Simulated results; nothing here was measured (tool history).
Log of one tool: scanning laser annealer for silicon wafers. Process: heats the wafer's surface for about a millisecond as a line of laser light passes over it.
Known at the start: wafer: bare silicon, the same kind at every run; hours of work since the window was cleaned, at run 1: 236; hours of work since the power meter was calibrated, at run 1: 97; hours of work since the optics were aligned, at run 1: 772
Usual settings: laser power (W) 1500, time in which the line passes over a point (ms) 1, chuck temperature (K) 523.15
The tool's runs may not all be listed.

run	hour	laser power (W)	time in which the line passes over a point (ms)	chuck temperature (K)	hours of work since the window was cleaned	hours of work since the power meter was calibrated	hours of work since the optics were aligned	highest temperature of the surface (K)
1	0	1500	1	523.15	236	97	772	1228.15
2	11.6	1500	1	523.15	244	105	780	1231.15
3	26.2	1500	1	511.15	254	115	790	1217.15
4	48.3	1500	1	511.15	270	130	806	1218.15
5	70.7	1500	1.22	511.15	285	145	821	1287.15
6	82.9	1500	0.75	523.15	293	153	829	1133.15
7	106.2	1500	0.75	523.15	309	169	845	1135.15
8	116.8	1500	1	526.15	317	177	853	1231.15
9	127.4	1500	1	526.15	324	184	860	1233.15
10	137.7	1500	1	502.15	331	191	867	1207.15
11	149.9	1500	1	502.15	339	199	875	1206.15
12	165.8	1621	1	523.15	350	210	886	1292.15
13	177	1597	1	523.15	358	218	894	1280.15
# hour 199.6: window over the wafer cleaned
14	202.4	1597	1	523.15	2	234	910	1279.15
15	218.9	1597	1	523.15	13	245	921	1279.15
16	243.3	1500	1	528.15	30	262	938	1236.15
17	254.4	1516	0.96	553.15	38	270	945	1253.15
18	278	1594	1	520.15	54	286	962	1273.15
19	303.3	1425	1.1	506.15	71	303	979	1209.15
20	319.4	1627	0.96	540.15	82	314	990	1296.15
21	339.2	1627	0.96	540.15	96	328	1004	1294.15
22	359.9	1418	0.97	530.15	110	342	1018	1186.15
23	382.6	1403	0.81	545.15	125	358	1033	1135.15
24	394	1403	0.81	545.15	133	365	1041	1138.15
25	412.1	1500	0.71	523.15	146	378	1054	1118.15
26	428.4	1543	0.75	485.15	157	389	1065	1117.15
27	447.1	1543	1.1	537.15	170	402	1078	1299.15
28	465.3	1543	1.1	537.15	182	414	1090	1300.15
29	476.5	1339	1.21	542.15	190	422	1098	1229.15
30	493.5	1339	1.21	542.15	201	434	1109	1230.15
31	508.9	1613	1.05	561.15	212	444	1120	1345.15
32	529.5	1500	1.02	523.15	226	458	1134	1240.15

4 ways to go on from here, each from the tool as it stands after run 32. What would each give?
A	545.5	1500	1.02	557.15	237	469	1145	?
B	545.5	1500	1.02	521.15	237	469	1145	?
C	545.5	1605	1.08	491.15	237	469	1145	?
D	545.5	1500	0.83	523.15	237	469	1145	?

run	highest temperature of the surface (K)
A	1269.15
B	1233.15
C	1280.15
D	1164.15
Without the tool's hidden state the same runs would have given:
run	highest temperature of the surface (K)
A	1270.15
B	1235.15
C	1281.15
D	1165.15
